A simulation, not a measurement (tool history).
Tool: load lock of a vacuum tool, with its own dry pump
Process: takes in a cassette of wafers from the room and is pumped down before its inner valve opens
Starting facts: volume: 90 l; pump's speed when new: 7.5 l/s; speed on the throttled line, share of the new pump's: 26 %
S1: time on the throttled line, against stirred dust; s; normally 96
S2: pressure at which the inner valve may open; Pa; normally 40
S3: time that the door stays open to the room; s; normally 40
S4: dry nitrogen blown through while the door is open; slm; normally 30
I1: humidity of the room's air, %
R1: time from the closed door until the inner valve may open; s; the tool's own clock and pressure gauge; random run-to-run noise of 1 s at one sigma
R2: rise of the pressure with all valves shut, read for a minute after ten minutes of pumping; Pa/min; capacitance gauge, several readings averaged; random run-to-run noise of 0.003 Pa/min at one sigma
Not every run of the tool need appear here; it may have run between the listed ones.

run 1 hour=0 | S1=96 S2=40 S3=40 S4=30 | I1=46.3 | R1=175.9 R2=0.14
run 2 hour=333.3 | S1=96 S2=40 S3=40 S4=30 | I1=46 | R1=163.9 R2=0.158
run 3 hour=800.5 | S1=96 S2=40 S3=40 S4=6 | I1=43 | R1=166 R2=0.176
run 4 hour=1152.7 | S1=96 S2=40 S3=40 S4=30 | I1=43.7 | R1=164.4 R2=0.18
run 5 hour=1538.2 | S1=96 S2=40 S3=40 S4=30 | I1=44.5 | R1=164.2 R2=0.181
run 6 hour=1844.3 | S1=192 S2=40 S3=40 S4=30 | I1=45.5 | R1=234.4 R2=0.2
run 7 hour=2257 | S1=96 S2=70 S3=40 S4=30 | I1=45.1 | R1=158.2 R2=0.217
run 8 hour=2707.5 | S1=96 S2=70 S3=40 S4=30 | I1=45.4 | R1=159.9 R2=0.226
run 9 hour=3020.3 | S1=96 S2=40 S3=40 S4=30 | I1=42.5 | R1=165.4 R2=0.238
run 10 hour=3245 | S1=96 S2=40 S3=40 S4=30 | I1=45.2 | R1=167.2 R2=0.254
run 11 hour=3713.6 | S1=62 S2=40 S3=40 S4=30 | I1=45.1 | R1=141.7 R2=0.261
run 12 hour=3971.4 | S1=96 S2=38 S3=40 S4=30 | I1=45.5 | R1=166.9 R2=0.274
run 13 hour=4270.2 | S1=96 S2=38 S3=40 S4=30 | I1=48 | R1=168.7 R2=0.288
run 14 hour=4515.4 | S1=78 S2=65 S3=27 S4=9 | I1=43.1 | R1=146.8 R2=0.299
run 15 hour=4883.5 | S1=78 S2=48 S3=27 S4=9 | I1=48.9 | R1=152.9 R2=0.313
run 16 hour=5249.9 | S1=96 S2=40 S3=40 S4=9 | I1=42.7 | R1=168.2 R2=0.33
run 17 hour=5771.9 | S1=96 S2=37 S3=40 S4=14 | I1=44.6 | R1=169.5 R2=0.039
run 18 hour=6010.5 | S1=96 S2=37 S3=40 S4=14 | I1=44.4 | R1=169.8 R2=0.047
run 19 hour=6498.4 | S1=96 S2=34 S3=79 S4=30 | I1=45.1 | R1=171.8 R2=0.043
run 20 hour=6866.5 | S1=96 S2=39 S3=79 S4=7 | I1=42.1 | R1=168.9 R2=0.066
run 21 hour=7171.5 | S1=96 S2=35 S3=29 S4=30 | I1=46 | R1=170.9 R2=0.04

Removed from this log: 2 entries logged between the listed runs. Between which two listed runs does each belong, and how does the tool's hidden state at the listed run before it compare with that at the listed run after it?
Between runs 1 and 2: dry pump taken out, an overhauled one fitted (hour 40.3)
  pump's speed, % of a new pump's: 85 -> 100.5; leak at the door's seal, Pa l/s: 0.1763 -> 0.1896
  measured less the result without the state, R1: +12.4 -> -0.4 s; R2: +0.117 -> +0.126 Pa/min
Between runs 16 and 17: door's seal changed, seat wiped (hour 5710.8)
  pump's speed, % of a new pump's: 96 -> 95.6; leak at the door's seal, Pa l/s: 0.4428 -> 0.0028
  measured less the result without the state, R1: +2.9 -> +3.3 s; R2: +0.29 -> +0.001 Pa/min

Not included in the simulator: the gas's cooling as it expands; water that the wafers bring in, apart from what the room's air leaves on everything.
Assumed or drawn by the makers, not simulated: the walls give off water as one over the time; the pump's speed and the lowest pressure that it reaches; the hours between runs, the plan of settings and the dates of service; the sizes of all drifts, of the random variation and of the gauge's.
